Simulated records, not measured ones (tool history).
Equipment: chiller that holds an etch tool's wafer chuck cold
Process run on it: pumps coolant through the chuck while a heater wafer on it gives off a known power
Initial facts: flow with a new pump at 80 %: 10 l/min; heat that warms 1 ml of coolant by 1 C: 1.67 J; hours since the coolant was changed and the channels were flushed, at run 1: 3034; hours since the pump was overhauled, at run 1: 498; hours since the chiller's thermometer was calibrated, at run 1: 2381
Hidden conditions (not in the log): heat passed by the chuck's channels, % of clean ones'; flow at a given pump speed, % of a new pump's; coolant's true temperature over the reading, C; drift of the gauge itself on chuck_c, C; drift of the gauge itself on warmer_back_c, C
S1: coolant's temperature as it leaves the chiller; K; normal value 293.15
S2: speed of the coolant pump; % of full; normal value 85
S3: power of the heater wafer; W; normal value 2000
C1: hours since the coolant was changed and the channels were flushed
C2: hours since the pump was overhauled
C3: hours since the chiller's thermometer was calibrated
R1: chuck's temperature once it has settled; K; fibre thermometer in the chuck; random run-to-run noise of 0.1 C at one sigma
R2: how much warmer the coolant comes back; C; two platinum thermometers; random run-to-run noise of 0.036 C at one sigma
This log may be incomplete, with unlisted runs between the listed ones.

run 1 hour=0 | S1=293.15 S2=85 S3=2000 | C1=3034 C2=498 C3=2381 | R1=316.75 R2=6.83
run 2 hour=64.6 | S1=293.15 S2=85 S3=2607 | C1=3099 C2=563 C3=2445 | R1=324.05 R2=8.81
run 3 hour=134.7 | S1=293.15 S2=85 S3=2000 | C1=3169 C2=633 C3=2515 | R1=316.85 R2=6.86
run 4 hour=249.7 | S1=291.15 S2=85 S3=2000 | C1=3284 C2=748 C3=2630 | R1=314.95 R2=6.85
run 5 hour=316 | S1=293.15 S2=85 S3=1359 | C1=3350 C2=814 C3=2697 | R1=309.25 R2=4.67
run 6 hour=425.1 | S1=293.15 S2=66 S3=2000 | C1=3459 C2=923 C3=2806 | R1=322.55 R2=9.04

Expected results for the next run?
run 7 hour=545.1 | S1=293.15 S2=85 S3=2000 | C1=3579 C2=1043 C3=2926 | R1=? R2=?

Run 7 gave R1 317.45 K, R2 6.89 C.
Minus the tool's unlogged condition, the same run would have read R1 314.95 K, R2 6.73 C.

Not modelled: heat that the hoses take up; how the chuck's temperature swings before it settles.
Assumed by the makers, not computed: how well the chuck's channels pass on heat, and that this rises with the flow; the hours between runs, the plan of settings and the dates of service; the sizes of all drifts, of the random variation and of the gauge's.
